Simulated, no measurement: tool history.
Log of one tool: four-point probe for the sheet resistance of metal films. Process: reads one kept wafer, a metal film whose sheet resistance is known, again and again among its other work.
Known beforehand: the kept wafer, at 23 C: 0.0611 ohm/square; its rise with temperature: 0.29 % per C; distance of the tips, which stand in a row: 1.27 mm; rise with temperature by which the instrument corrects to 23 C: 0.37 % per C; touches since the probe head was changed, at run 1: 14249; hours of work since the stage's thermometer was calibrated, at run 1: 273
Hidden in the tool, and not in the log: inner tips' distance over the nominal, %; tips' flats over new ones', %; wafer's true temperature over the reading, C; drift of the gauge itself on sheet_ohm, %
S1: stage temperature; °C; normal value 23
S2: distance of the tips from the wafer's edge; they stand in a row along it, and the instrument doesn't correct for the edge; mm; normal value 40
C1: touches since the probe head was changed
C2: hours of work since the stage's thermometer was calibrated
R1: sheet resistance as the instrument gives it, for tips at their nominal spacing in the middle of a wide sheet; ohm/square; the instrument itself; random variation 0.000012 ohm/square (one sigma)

Run 1, hour 0.0: usual settings; C1 14249; C2 273. Result: R1 0.061111 ohm/square.
Run 2, hour 25.7: usual settings but S2 45 mm; C1 14980; C2 284. Result: R1 0.061140 ohm/square.
Run 3, hour 42.1: usual settings but S2 45 mm; C1 15448; C2 292. Result: R1 0.061138 ohm/square.
Run 4, hour 64.4: usual settings but S2 45 mm; C1 16081; C2 302. Result: R1 0.061117 ohm/square.
Run 5, hour 89.6: usual settings but S2 45 mm; C1 16800; C2 313. Result: R1 0.061132 ohm/square.
Run 6, hour 112.0: usual settings but S2 4 mm; C1 17438; C2 323. Result: R1 0.064246 ohm/square.
Run 7, hour 132.4: usual settings; C1 18019; C2 332. Result: R1 0.061138 ohm/square.
Run 8, hour 157.7: usual settings; C1 18739; C2 344. Result: R1 0.061119 ohm/square.
Run 9, hour 170.3: usual settings but S1 34 °C; C1 19096; C2 349. Result: R1 0.060572 ohm/square.
Run 10, hour 193.7: usual settings but S1 34 °C; C1 19764; C2 360. Result: R1 0.060571 ohm/square.
Run 11, hour 214.0: usual settings but S1 32 °C; C1 20340; C2 369. Result: R1 0.060674 ohm/square.
Run 12, hour 231.1: usual settings but S1 32 °C; C1 20827; C2 376. Result: R1 0.060670 ohm/square.
Run 13, hour 256.8: usual settings; C1 21560; C2 388. Result: R1 0.061113 ohm/square.
Run 14, hour 271.3: usual settings; C1 21971; C2 394. Result: R1 0.061129 ohm/square.
Run 15, hour 292.7: usual settings but S1 24 °C; C1 22582; C2 404. Result: R1 0.061104 ohm/square.
Run 16, hour 305.6: usual settings but S1 24 °C; C1 22950; C2 410. Result: R1 0.061074 ohm/square.
Run 17, hour 326.9: usual settings but S1 24 °C; C1 23555; C2 419. Result: R1 0.061066 ohm/square.
Run 18, hour 342.1: usual settings but S1 24 °C; C1 23989; C2 426. Result: R1 0.061076 ohm/square.
Run 19, hour 361.2: usual settings but S1 28 °C, S2 10 mm; C1 24532; C2 435. Result: R1 0.061358 ohm/square.
Run 20, hour 382.8: usual settings but S1 28 °C, S2 10 mm; C1 25148; C2 444. Result: R1 0.061362 ohm/square.
Run 21, hour 397.0: usual settings but S1 29 °C, S2 9 mm; C1 25550; C2 451. Result: R1 0.061457 ohm/square.
Run 22, hour 417.8: usual settings but S1 28 °C, S2 11 mm; C1 26144; C2 460. Result: R1 0.061265 ohm/square.
Run 23, hour 438.1: usual settings but S1 28 °C, S2 11 mm; C1 26720; C2 469. Result: R1 0.061295 ohm/square.
Run 24, hour 459.9: usual settings but S1 27 °C, S2 7 mm; C1 27341; C2 479. Result: R1 0.061952 ohm/square.
Run 25, hour 480.6: usual settings but S1 27 °C, S2 7 mm; C1 27931; C2 488. Result: R1 0.061943 ohm/square.
Run 26, hour 494.6: usual settings but S1 30 °C, S2 59 mm; C1 28330; C2 494. Result: R1 0.060769 ohm/square.
Run 27, hour 519.6: usual settings but S1 30 °C, S2 59 mm; C1 29042; C2 506. Result: R1 0.060748 ohm/square.
Run 28, hour 537.5: usual settings but S1 30 °C, S2 59 mm; C1 29552; C2 514. Result: R1 0.060742 ohm/square.
Run 29, hour 553.6: usual settings but S2 45 mm; C1 30008; C2 521. Result: R1 0.061136 ohm/square.
Run 30, hour 576.5: usual settings but S1 34 °C, S2 14 mm; C1 30660; C2 531. Result: R1 0.060802 ohm/square.
Run 31, hour 598.6: usual settings but S1 34 °C, S2 14 mm; C1 31291; C2 541. Result: R1 0.060803 ohm/square.
Run 32, hour 621.0: usual settings but S2 30 mm; C1 31929; C2 551. Result: R1 0.061135 ohm/square.
Run 33, hour 640.4: usual settings but S2 30 mm; C1 32480; C2 560. Result: R1 0.061146 ohm/square.

Consider 4 possible next runs. They are alternatives, not a sequence: every one starts from the tool as it was left by run 33. What does each give?
Run A, hour 654.4: usual settings but S2 38 mm; C1 32877; C2 566. Result: R1 ?.
Run B, hour 654.4: usual settings but S2 7 mm; C1 32877; C2 566. Result: R1 ?.
Run C, hour 654.4: usual settings but S1 19 °C, S2 14 mm; C1 32877; C2 566. Result: R1 ?.
Run D, hour 654.4: usual settings but S1 29 °C, S2 22 mm; C1 32877; C2 566. Result: R1 ?.

run        R1
  A  0.061142
  B  0.062174
  C  0.061577
  D  0.060886
Stripped of hidden state, with their random variation kept, the same runs would have yielded:
run        R1
  A  0.061145
  B  0.062177
  C  0.061579
  D  0.060889

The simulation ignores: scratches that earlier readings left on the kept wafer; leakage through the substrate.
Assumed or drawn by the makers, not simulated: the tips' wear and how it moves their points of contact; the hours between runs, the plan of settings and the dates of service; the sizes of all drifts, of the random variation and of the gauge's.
